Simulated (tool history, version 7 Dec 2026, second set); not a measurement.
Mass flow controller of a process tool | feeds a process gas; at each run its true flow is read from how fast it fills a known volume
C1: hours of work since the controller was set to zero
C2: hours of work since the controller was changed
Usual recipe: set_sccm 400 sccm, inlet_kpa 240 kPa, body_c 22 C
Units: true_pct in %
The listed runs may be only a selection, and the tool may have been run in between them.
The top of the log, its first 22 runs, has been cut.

run 23 day=61.083 | set_sccm=400 inlet_kpa=230 body_c=22 | C1=1278 C2=1278 | true_pct=99.24
run 24 day=63.062 | set_sccm=83 inlet_kpa=143 body_c=23 | C1=1294 C2=1294 | true_pct=97.26
run 25 day=67.608 | set_sccm=83 inlet_kpa=143 body_c=32 | C1=1330 C2=1330 | true_pct=97.77
run 26 day=70.329 | set_sccm=400 inlet_kpa=240 body_c=28 | C1=1352 C2=1352 | true_pct=99.61
run 27 day=73.312 | set_sccm=149 inlet_kpa=251 body_c=21 | C1=1375 C2=1375 | true_pct=98.18
run 28 day=77.342 | set_sccm=149 inlet_kpa=251 body_c=21 | C1=1407 C2=1407 | true_pct=98.19
run 29 day=79.85 | set_sccm=54 inlet_kpa=217 body_c=38 | C1=1427 C2=1427 | true_pct=97.07
run 30 day=84.433 | set_sccm=54 inlet_kpa=173 body_c=29 | C1=1464 C2=1464 | true_pct=96.33
run 31 day=88.192 | set_sccm=80 inlet_kpa=173 body_c=38 | C1=1493 C2=1493 | true_pct=97.9
run 32 day=92.346 | set_sccm=182 inlet_kpa=206 body_c=22 | C1=1526 C2=1526 | true_pct=98.34
run 33 day=94.958 | set_sccm=217 inlet_kpa=161 body_c=22 | C1=1547 C2=1547 | true_pct=98.49
run 34 day=98.288 | set_sccm=217 inlet_kpa=161 body_c=22 | C1=1573 C2=1573 | true_pct=98.43
run 35 day=101.492 | set_sccm=217 inlet_kpa=161 body_c=22 | C1=1599 C2=1599 | true_pct=98.47
run 36 day=103.938 | set_sccm=291 inlet_kpa=240 body_c=22 | C1=1618 C2=1618 | true_pct=98.9
run 37 day=106.096 | set_sccm=88 inlet_kpa=270 body_c=22 | C1=1635 C2=1635 | true_pct=97.13
run 38 day=110.462 | set_sccm=138 inlet_kpa=270 body_c=24 | C1=1670 C2=1670 | true_pct=98.09

Here are 4 independent what-if runs from the current tool condition. What would each one return?
run A day=113.983 | set_sccm=50 inlet_kpa=211 body_c=29 | C1=1698 C2=1698 | true_pct=?
run B day=113.983 | set_sccm=72 inlet_kpa=270 body_c=28 | C1=1698 C2=1698 | true_pct=?
run C day=113.983 | set_sccm=137 inlet_kpa=183 body_c=31 | C1=1698 C2=1698 | true_pct=?
run D day=113.983 | set_sccm=156 inlet_kpa=200 body_c=22 | C1=1698 C2=1698 | true_pct=?

run=A true_pct=95.72
run=B true_pct=96.95
run=C true_pct=98.32
run=D true_pct=98.06
Take away the tool's hidden state, keep each run's random variation, and the runs would have read:
run=A true_pct=99.64
run=B true_pct=99.7
run=C true_pct=99.8
run=D true_pct=99.38
